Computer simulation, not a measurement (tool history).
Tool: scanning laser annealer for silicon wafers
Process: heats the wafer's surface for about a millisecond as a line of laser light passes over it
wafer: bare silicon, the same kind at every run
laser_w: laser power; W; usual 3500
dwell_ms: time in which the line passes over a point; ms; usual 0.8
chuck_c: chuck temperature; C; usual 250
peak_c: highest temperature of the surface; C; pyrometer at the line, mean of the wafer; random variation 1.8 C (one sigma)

run,hour,laser_w,dwell_ms,chuck_c,peak_c
1,0,3500,0.8,250,958
2,11.8,3500,0.8,250,964
3,24,3500,0.878,250,992
4,41.8,3487,0.878,250,989
5,54.6,3487,0.878,250,990
6,71.8,3487,0.657,250,897
7,93.9,3487,0.657,250,894
8,108,3487,0.657,268,912
9,123.4,3487,0.562,268,869
10,132.4,3487,0.562,268,874
11,146.9,3487,0.562,268,870
12,166.1,3487,0.562,268,869
13,184.2,3487,0.562,268,866
14,198.3,3500,0.8,250,959
15,214.8,3500,0.8,250,958
16,228.7,3500,0.896,250,995
17,247.4,3500,0.896,250,992
18,257.9,3397,0.872,268,985
19,272.3,3488,0.872,268,1002
20,294.1,3500,0.676,233,887
21,303.8,3500,0.8,254,959
22,314.7,3500,0.58,269,878
23,332.4,3281,0.655,229,834
24,350.6,3041,0.8,254,867
25,372.5,3116,0.8,250,877
26,381.7,3500,0.8,267,969
27,394.4,3451,0.774,275,963

4 ways to go on from here, each from the tool as it stands after run 27. What would each give?
A,415.1,3547,0.8,286,?
B,415.1,3127,0.914,239,?
C,415.1,3500,0.8,214,?
D,415.1,3451,0.822,275,?

run,peak_c
A,998
B,906
C,918
D,979
Without the tool's hidden state the same runs would have given:
run,peak_c
A,1023
B,929
C,942
D,1003
